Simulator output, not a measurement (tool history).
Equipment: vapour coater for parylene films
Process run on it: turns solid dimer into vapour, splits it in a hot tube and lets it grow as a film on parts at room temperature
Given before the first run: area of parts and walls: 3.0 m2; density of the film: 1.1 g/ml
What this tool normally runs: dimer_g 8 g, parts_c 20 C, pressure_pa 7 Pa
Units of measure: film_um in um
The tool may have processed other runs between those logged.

run	hour	dimer_g	parts_c	pressure_pa	film_um
1	0	8	20	7	1.163
2	42.9	8	20	7	1.156
3	95.6	8	20	7	1.163
4	134.6	8	20	7	1.163
5	206.5	8	20	7	1.142
6	293.1	8	20	7	1.153
7	341.4	8	20	7	1.151
8	390.8	8	20	7	1.156
9	435.5	8	20	7	1.15
10	475.8	8	20	7.1	1.15
# hour 515.1: trap's valve overhauled
11	558.6	6	20	7	0.859
12	599.4	6	20	7	0.854
13	674.6	8	20	7	1.137
14	735.7	8	20	7	1.141
15	774.3	8	20	7	1.141
# hour 855: table's thermometer calibrated
16	857.5	8	20	7	1.139
17	915.3	8	19	7	1.171
18	999.6	8	19	7	1.173
19	1050.2	8	19	7	1.154
20	1114.6	8	16	7	1.278
# hour 1135.7: gauge calibrated
21	1166	3	16	7	0.489
22	1216.1	4	14	3.23	0.816
23	1263.9	14	21	6.92	1.965
24	1333.5	6	14	8.47	1.016
25	1408.8	7	13	2.14	1.603
# hour 1429.6: trap's valve overhauled
26	1477.8	5	19	6.25	0.758
27	1563.8	5	19	4.52	0.812
28	1611.4	5	19	4.52	0.801
29	1689	8	17	9.08	1.199
30	1760.1	3	15	2.06	0.636
31	1837.3	11	27	2.06	1.592
32	1905.5	12	20	6.67	1.719
33	1943.6	4	25	3.49	0.547
34	2030.6	4	25	3.49	0.554
35	2112.1	4	25	3.49	0.564
36	2156.7	4	25	3.49	0.551
37	2230.9	3	30	7.01	0.309
38	2308.1	3	30	7.01	0.292
# hour 2344.4: trap's valve overhauled
39	2368.1	5	20	4.1	0.776
40	2437.7	5	20	4.1	0.776
41	2483	5	20	4.1	0.794

Results per run with the tool's hidden condition removed, run-to-run variation unchanged:
Unlogged tool condition in this case: vapour lost through the trap's worn valve, %; true temperature of the parts over the reading, C; drift of the gauge itself on film_um, %.
run	film_um
1	1.164
2	1.158
3	1.167
4	1.168
5	1.149
6	1.163
7	1.162
8	1.169
9	1.165
10	1.166
11	0.871
12	0.867
13	1.157
14	1.163
15	1.165
16	1.166
17	1.201
18	1.206
19	1.189
20	1.318
21	0.49
22	0.819
23	1.975
24	1.023
25	1.618
26	0.765
27	0.821
28	0.811
29	1.217
30	0.647
31	1.623
32	1.756
33	0.559
34	0.568
35	0.58
36	0.567
37	0.319
38	0.303
39	0.802
40	0.803
41	0.822
